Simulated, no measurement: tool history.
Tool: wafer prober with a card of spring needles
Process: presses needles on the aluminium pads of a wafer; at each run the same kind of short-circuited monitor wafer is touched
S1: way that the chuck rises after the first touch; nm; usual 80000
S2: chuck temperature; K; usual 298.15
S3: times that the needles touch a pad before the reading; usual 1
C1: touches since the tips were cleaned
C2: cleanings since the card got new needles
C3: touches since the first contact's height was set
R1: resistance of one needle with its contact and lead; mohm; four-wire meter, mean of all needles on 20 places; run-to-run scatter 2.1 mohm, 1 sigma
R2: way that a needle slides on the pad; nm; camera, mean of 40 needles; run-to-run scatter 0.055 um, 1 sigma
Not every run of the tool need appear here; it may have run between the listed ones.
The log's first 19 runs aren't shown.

run,hour,S1,S2,S3,C1,C2,C3,R1,R2
# hour 208.7: tips cleaned on abrasive film
20,213.6,80000,319.15,1,3035,79,71468,255,10830
# hour 215.8: tips cleaned on abrasive film
21,221.6,82000,350.15,2,3605,80,76346,252,11030
# hour 222.9: tips cleaned on abrasive film
# hour 229.7: tips cleaned on abrasive film
22,230.2,82000,350.15,2,319,82,81541,248,11210
# hour 237.3: tips cleaned on abrasive film
23,239.2,67000,321.15,1,1157,83,87001,252,9050
# hour 243.9: tips cleaned on abrasive film
# hour 251.4: tips cleaned on abrasive film
24,253.0,67000,321.15,1,1024,85,95414,251,8960
# hour 258.0: tips cleaned on abrasive film
# hour 264.7: tips cleaned on abrasive film
25,266.7,91000,349.15,3,1244,87,103745,248,12280
# hour 271.7: tips cleaned on abrasive film
26,277.8,91000,361.15,1,3773,88,110528,260,12190
# hour 278.6: tips cleaned on abrasive film
# hour 285.5: tips cleaned on abrasive film
27,286.8,84000,298.15,1,809,90,115920,242,11250
# hour 292.8: tips cleaned on abrasive film
# hour 300.0: tips cleaned on abrasive film
28,300.3,80000,298.15,1,193,92,124135,237,10730
# hour 307.0: tips cleaned on abrasive film
29,307.0,66000,387.15,1,0,93,128239,263,8830
# hour 314.8: tips cleaned on abrasive film
# hour 321.8: tips cleaned on abrasive film
30,321.8,79000,387.15,1,0,95,137206,261,10440

Predict each of these 3 candidate next runs independently; none follows another, all start after run 30:
# hour 328.6: tips cleaned on abrasive film
# hour 332.5: height of the first contact set anew
A,334.4,79000,387.15,1,3390,96,1199,?,?
# hour 328.6: tips cleaned on abrasive film
# hour 332.5: height of the first contact set anew
B,334.4,62000,316.15,2,3390,96,1199,?,?
# hour 328.6: tips cleaned on abrasive film
# hour 332.5: height of the first contact set anew
C,334.4,70000,298.15,2,3390,96,1199,?,?

run,R1,R2
A,268,10980
B,259,8580
C,244,9720
The same runs, with their run-to-run variation unchanged, on a tool lacking any hidden condition would have given:
run,R1,R2
A,254,10980
B,244,8580
C,231,9720

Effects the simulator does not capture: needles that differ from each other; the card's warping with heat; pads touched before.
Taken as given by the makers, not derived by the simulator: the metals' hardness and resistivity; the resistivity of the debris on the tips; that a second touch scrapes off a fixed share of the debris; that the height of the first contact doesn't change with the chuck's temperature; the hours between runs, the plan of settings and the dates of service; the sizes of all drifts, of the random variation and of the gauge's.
